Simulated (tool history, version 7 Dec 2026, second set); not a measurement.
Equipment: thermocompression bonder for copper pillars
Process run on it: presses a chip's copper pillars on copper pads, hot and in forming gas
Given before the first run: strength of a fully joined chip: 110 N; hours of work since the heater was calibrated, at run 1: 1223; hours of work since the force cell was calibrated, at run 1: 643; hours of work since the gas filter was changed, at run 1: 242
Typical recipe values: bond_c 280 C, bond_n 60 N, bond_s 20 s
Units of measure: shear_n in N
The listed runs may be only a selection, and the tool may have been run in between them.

run,hour,bond_c,bond_n,bond_s,hours of work since the heater was calibrated,hours of work since the force cell was calibrated,hours of work since the gas filter was changed,shear_n
1,0,280,60,20,1223,643,242,58.7
2,33,280,60,20,1249,669,268,58.6
3,60.5,280,87,20,1270,691,290,78.9
4,119.2,280,87,20,1317,737,336,80.1
5,178,280,61,20,1363,784,383,59.4
6,202.7,259,60,20,1383,803,402,42.9
7,248.6,259,60,25,1419,839,438,47.5
8,275.1,259,60,25,1440,860,459,47.4
# hour 310.2: forming gas filter changed
9,331.6,259,60,25,1484,905,17,47.6
10,368.8,259,60,25,1513,934,46,47.4
11,429.6,276,60,20,1561,982,94,55.3
# hour 461.2: heater calibrated with a thermocouple chip
12,475.6,276,60,20,11,1017,129,56.3
# hour 506.8: force cell calibrated
13,515.5,280,60,28,42,7,159,65.2
14,555.7,280,60,20,73,39,191,58.6
15,595.6,280,60,20,105,70,222,58.4
16,628.3,272,60,20,131,96,248,52.7
17,689.4,277,60,20,179,144,296,56.1
18,747.2,251,60,20,224,190,342,38.2
19,794.5,251,60,20,262,227,379,38.2
20,847.7,251,60,20,304,269,421,38.4
21,908.7,257,83,37,352,317,469,70.4
# hour 925.9: forming gas filter changed
22,964.6,271,47,14,395,361,31,34.6
23,1000.7,281,60,42,424,389,59,74
24,1029.3,287,60,19,446,412,81,62.5
25,1063.6,308,65,23,473,439,109,85.2
26,1104.7,308,65,46,506,471,141,97.4
27,1155.8,261,60,55,546,511,181,64.2
28,1208.4,261,60,55,588,553,223,63.2
29,1258.3,300,89,18,627,592,262,91.8
30,1314,300,89,18,671,636,306,91.2
31,1367.7,277,48,52,713,678,348,62.4
32,1412.3,276,49,28,748,714,384,51.3
33,1455,276,48,13,782,747,417,37.3
34,1486.8,276,48,13,807,772,442,37.6
35,1523.8,280,72,20,836,802,471,69.2
# hour 1542.8: forming gas filter changed
36,1561.4,273,50,21,866,831,15,45.2
37,1603.3,273,50,21,899,864,48,44.7
38,1654.5,280,57,20,939,904,88,55.6
39,1693,290,37,12,969,935,118,33.4
40,1743.8,290,37,12,1009,975,159,33.7

For each entry between runs, how does the tool's hidden state at the last listed run before it compare with that at the first listed run after it?
Logged between run 8 and run 9: forming gas filter changed (hour 310.2)
  true temperature of the bond over the reading, C: 0.4 -> 0.5; oxide that the forming gas leaves, % of the face: 0.85 -> 0.52
  measured result minus the result with no hidden state, shear_n: -0.1 -> +0.1 N
Logged between run 11 and run 12: heater calibrated with a thermocouple chip (hour 461.2)
  true temperature of the bond over the reading, C: 0.5 -> 0.1; force that reaches the chip, % of what is set: 99.4 -> 99.3; oxide that the forming gas leaves, % of the face: 0.58 -> 0.61
  measured result minus the result with no hidden state, shear_n: -0.1 -> -0.4 N
Logged between run 12 and run 13: force cell calibrated (hour 506.8)
  force that reaches the chip, % of what is set: 99.3 -> 100; oxide that the forming gas leaves, % of the face: 0.61 -> 0.63
  measured result minus the result with no hidden state, shear_n: -0.4 -> +0 N
Logged between run 21 and run 22: forming gas filter changed (hour 925.9)
  oxide that the forming gas leaves, % of the face: 0.85 -> 0.53
  measured result minus the result with no hidden state, shear_n: -0.2 -> +0 N
Logged between run 35 and run 36: forming gas filter changed (hour 1542.8)
  force that reaches the chip, % of what is set: 99.5 -> 99.4; oxide that the forming gas leaves, % of the face: 0.85 -> 0.51
  measured result minus the result with no hidden state, shear_n: -0.4 -> -0.1 N
